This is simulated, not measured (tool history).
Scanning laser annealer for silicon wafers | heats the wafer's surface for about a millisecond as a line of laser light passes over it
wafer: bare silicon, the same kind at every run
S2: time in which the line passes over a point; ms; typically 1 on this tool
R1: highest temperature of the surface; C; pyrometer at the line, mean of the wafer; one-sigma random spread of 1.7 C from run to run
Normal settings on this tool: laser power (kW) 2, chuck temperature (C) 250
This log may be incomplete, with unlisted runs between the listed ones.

run 1 hour=0 | laser_power_(kW)=2 S2=1 chuck_temperature_(C)=250 | R1=1090
run 2 hour=52.7 | laser_power_(kW)=2 S2=1 chuck_temperature_(C)=250 | R1=1093
run 3 hour=108.1 | laser_power_(kW)=2 S2=1 chuck_temperature_(C)=250 | R1=1092
run 4 hour=143.5 | laser_power_(kW)=2 S2=1 chuck_temperature_(C)=250 | R1=1090
run 5 hour=174.5 | laser_power_(kW)=2 S2=1 chuck_temperature_(C)=250 | R1=1093
run 6 hour=204.2 | laser_power_(kW)=2 S2=1 chuck_temperature_(C)=250 | R1=1091
-- hour=239.3 optics aligned, line set to its width
run 7 hour=240.5 | laser_power_(kW)=2 S2=1 chuck_temperature_(C)=250 | R1=1088
run 8 hour=285.9 | laser_power_(kW)=2 S2=0.92 chuck_temperature_(C)=250 | R1=1062
run 9 hour=331.8 | laser_power_(kW)=2 S2=0.92 chuck_temperature_(C)=250 | R1=1063
run 10 hour=377.2 | laser_power_(kW)=2 S2=1.07 chuck_temperature_(C)=210 | R1=1077
run 11 hour=414.8 | laser_power_(kW)=2 S2=0.76 chuck_temperature_(C)=249 | R1=991
run 12 hour=469.7 | laser_power_(kW)=2.143 S2=0.89 chuck_temperature_(C)=249 | R1=1103
run 13 hour=499.1 | laser_power_(kW)=2.143 S2=0.89 chuck_temperature_(C)=249 | R1=1100
run 14 hour=563.1 | laser_power_(kW)=2.143 S2=1.14 chuck_temperature_(C)=249 | R1=1200
run 15 hour=618.4 | laser_power_(kW)=2.143 S2=0.81 chuck_temperature_(C)=249 | R1=1067
run 16 hour=676.3 | laser_power_(kW)=2.143 S2=0.81 chuck_temperature_(C)=249 | R1=1066
run 17 hour=729.4 | laser_power_(kW)=2.143 S2=0.81 chuck_temperature_(C)=249 | R1=1071

Forecast each of these 5 alternatives for the next run:
run A hour=782.6 | laser_power_(kW)=2.181 S2=0.81 chuck_temperature_(C)=274 | R1=?
run B hour=782.6 | laser_power_(kW)=2.172 S2=0.81 chuck_temperature_(C)=254 | R1=?
run C hour=782.6 | laser_power_(kW)=2.143 S2=0.81 chuck_temperature_(C)=218 | R1=?
run D hour=782.6 | laser_power_(kW)=2.033 S2=0.86 chuck_temperature_(C)=258 | R1=?
run E hour=782.6 | laser_power_(kW)=1.708 S2=0.75 chuck_temperature_(C)=235 | R1=?

run=A R1=1106
run=B R1=1086
run=C R1=1036
run=D R1=1058
run=E R1=868
Without the tool's unlogged condition, the same runs would have read:
run=A R1=1106
run=B R1=1086
run=C R1=1036
run=D R1=1058
run=E R1=868
